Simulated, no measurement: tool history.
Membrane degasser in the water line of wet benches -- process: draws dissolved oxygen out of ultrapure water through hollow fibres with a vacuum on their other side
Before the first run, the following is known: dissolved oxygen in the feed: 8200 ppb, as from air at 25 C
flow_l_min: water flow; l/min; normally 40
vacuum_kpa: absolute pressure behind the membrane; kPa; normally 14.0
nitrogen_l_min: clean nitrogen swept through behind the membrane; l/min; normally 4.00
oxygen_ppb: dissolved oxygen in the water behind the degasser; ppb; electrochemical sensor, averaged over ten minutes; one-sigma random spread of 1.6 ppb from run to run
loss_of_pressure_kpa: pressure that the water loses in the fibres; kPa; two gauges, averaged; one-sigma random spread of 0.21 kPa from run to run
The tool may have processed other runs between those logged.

Run 1, hour 0.0: usual settings. Result: oxygen_ppb 269.7 ppb, loss_of_pressure_kpa 50.65 kPa.
Run 2, hour 199.2: usual settings. Result: oxygen_ppb 269.9 ppb, loss_of_pressure_kpa 50.75 kPa.
Run 3, hour 423.3: usual settings. Result: oxygen_ppb 267.2 ppb, loss_of_pressure_kpa 50.49 kPa.
Run 4, hour 613.9: usual settings. Result: oxygen_ppb 271.6 ppb, loss_of_pressure_kpa 50.94 kPa.
Run 5, hour 856.1: usual settings. Result: oxygen_ppb 271.0 ppb, loss_of_pressure_kpa 50.51 kPa.
At hour 928.3: vacuum gauge calibrated.
Run 6, hour 1040.1: usual settings. Result: oxygen_ppb 269.3 ppb, loss_of_pressure_kpa 50.63 kPa.
Run 7, hour 1295.4: usual settings but nitrogen_l_min 6.50 l/min. Result: oxygen_ppb 177.3 ppb, loss_of_pressure_kpa 50.60 kPa.
Run 8, hour 1561.9: usual settings but nitrogen_l_min 6.50 l/min. Result: oxygen_ppb 178.7 ppb, loss_of_pressure_kpa 50.90 kPa.
Run 9, hour 1822.4: usual settings but vacuum_kpa 8.5 kPa, nitrogen_l_min 6.50 l/min. Result: oxygen_ppb 98.3 ppb, loss_of_pressure_kpa 50.84 kPa.
Run 10, hour 2007.9: usual settings. Result: oxygen_ppb 271.9 ppb, loss_of_pressure_kpa 50.90 kPa.
Run 11, hour 2264.4: usual settings but nitrogen_l_min 2.01 l/min. Result: oxygen_ppb 479.2 ppb, loss_of_pressure_kpa 50.90 kPa.
Run 12, hour 2513.4: usual settings but nitrogen_l_min 2.01 l/min. Result: oxygen_ppb 475.0 ppb, loss_of_pressure_kpa 50.85 kPa.
Run 13, hour 2739.5: usual settings but nitrogen_l_min 2.01 l/min. Result: oxygen_ppb 481.0 ppb, loss_of_pressure_kpa 51.03 kPa.
Run 14, hour 2960.7: usual settings but nitrogen_l_min 2.01 l/min. Result: oxygen_ppb 479.6 ppb, loss_of_pressure_kpa 51.07 kPa.
Run 15, hour 3145.5: usual settings but nitrogen_l_min 2.01 l/min. Result: oxygen_ppb 476.4 ppb, loss_of_pressure_kpa 50.88 kPa.
Run 16, hour 3260.4: usual settings but flow_l_min 49 l/min. Result: oxygen_ppb 343.9 ppb, loss_of_pressure_kpa 62.56 kPa.
Run 17, hour 3453.7: usual settings but flow_l_min 44 l/min. Result: oxygen_ppb 301.7 ppb, loss_of_pressure_kpa 56.34 kPa.
Run 18, hour 3732.3: usual settings but vacuum_kpa 24.1 kPa, nitrogen_l_min 1.70 l/min. Result: oxygen_ppb 993.0 ppb, loss_of_pressure_kpa 51.19 kPa.
Run 19, hour 4000.0: usual settings but vacuum_kpa 9.6 kPa. Result: oxygen_ppb 173.6 ppb, loss_of_pressure_kpa 51.43 kPa.
Run 20, hour 4146.5: usual settings but vacuum_kpa 9.6 kPa, nitrogen_l_min 8.52 l/min. Result: oxygen_ppb 96.5 ppb, loss_of_pressure_kpa 51.90 kPa.
Run 21, hour 4317.1: usual settings but vacuum_kpa 30.8 kPa, nitrogen_l_min 1.97 l/min. Result: oxygen_ppb 1110.9 ppb, loss_of_pressure_kpa 51.95 kPa.
Run 22, hour 4543.7: usual settings but vacuum_kpa 30.8 kPa, nitrogen_l_min 1.97 l/min. Result: oxygen_ppb 1111.3 ppb, loss_of_pressure_kpa 51.61 kPa.
Run 23, hour 4791.0: usual settings but flow_l_min 32 l/min, vacuum_kpa 11.0 kPa, nitrogen_l_min 1.97 l/min. Result: oxygen_ppb 294.8 ppb, loss_of_pressure_kpa 41.18 kPa.
Run 24, hour 4982.0: usual settings but flow_l_min 32 l/min, vacuum_kpa 11.0 kPa, nitrogen_l_min 1.97 l/min. Result: oxygen_ppb 290.8 ppb, loss_of_pressure_kpa 41.12 kPa.
Run 25, hour 5243.4: usual settings but flow_l_min 32 l/min, vacuum_kpa 11.0 kPa, nitrogen_l_min 1.97 l/min. Result: oxygen_ppb 290.9 ppb, loss_of_pressure_kpa 41.41 kPa.

Predict the results of run 26:
Run 26, hour 5415.1: usual settings but flow_l_min 32 l/min, vacuum_kpa 8.7 kPa, nitrogen_l_min 4.12 l/min. Result: oxygen_ppb ?, loss_of_pressure_kpa ?.

Run 26 produced oxygen_ppb 111.7 ppb, loss_of_pressure_kpa 41.38 kPa.
Minus the tool's unlogged condition, the same run would have read oxygen_ppb 106.6 ppb, loss_of_pressure_kpa 38.83 kPa.
